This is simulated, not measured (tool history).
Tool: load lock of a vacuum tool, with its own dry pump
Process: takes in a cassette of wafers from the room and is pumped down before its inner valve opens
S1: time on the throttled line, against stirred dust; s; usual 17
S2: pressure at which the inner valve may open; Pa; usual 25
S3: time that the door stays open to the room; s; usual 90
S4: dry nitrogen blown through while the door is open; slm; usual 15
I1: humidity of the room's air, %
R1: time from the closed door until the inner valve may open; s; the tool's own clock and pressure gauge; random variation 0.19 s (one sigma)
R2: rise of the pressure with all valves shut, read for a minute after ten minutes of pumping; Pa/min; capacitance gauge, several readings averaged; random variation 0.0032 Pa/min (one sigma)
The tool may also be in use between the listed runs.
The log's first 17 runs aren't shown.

run	hour	S1	S2	S3	S4	I1	R1	R2
18	8898	20	25	90	15	46.1	29	0.097
19	9337.3	20	25	90	15	42.5	29.1	0.082
20	9985.3	33	38	168	4	44	40.2	0.154
21	10568.3	33	38	168	4	44.6	40.3	0.16
22	11092.4	17	35	27	15	44.8	25.9	0.061
23	11423.5	17	35	183	6	49.2	25.9	0.172
24	11969	17	35	183	11	44.4	25.6	0.128
25	12428.4	17	35	94	11	46.9	25.4	0.11
26	12986.4	12	26	81	15	45.5	21.8	0.089
27	13510.7	12	26	81	15	48	21.7	0.091
28	14121.8	22	25	56	15	42.9	30.8	0.07
29	14659.1	8	47	90	13	46.7	17.5	0.101
30	15269.8	12	25	228	15	45.9	22	0.134
31	15645.4	12	29	228	15	44	21.4	0.123
32	15993.9	12	29	228	15	43.6	21.6	0.124
33	16666.7	25	49	82	14	45.3	32.6	0.09
34	17185	25	49	82	14	46.6	32.3	0.094
# hour 17259.9: dry pump taken out, an overhauled one fitted
35	17618.4	25	49	82	14	41.8	32.6	0.078
36	18138.4	17	46	148	11	42.4	25.4	0.115
37	18713.4	12	46	30	11	44	20.8	0.068

3 ways to go on from here, each from the tool as it stands after run 37. What would each give?
A	19348.8	12	46	30	11	43.4	?	?
B	19348.8	16	23	162	11	43.4	?	?
C	19348.8	12	31	44	11	45.4	?	?

run	R1	R2
A	21.3	0.066
B	25.4	0.125
C	21.4	0.075
Without the tool's hidden state the same runs would have given:
run	R1	R2
A	21.3	0.065
B	25.4	0.124
C	21.4	0.074
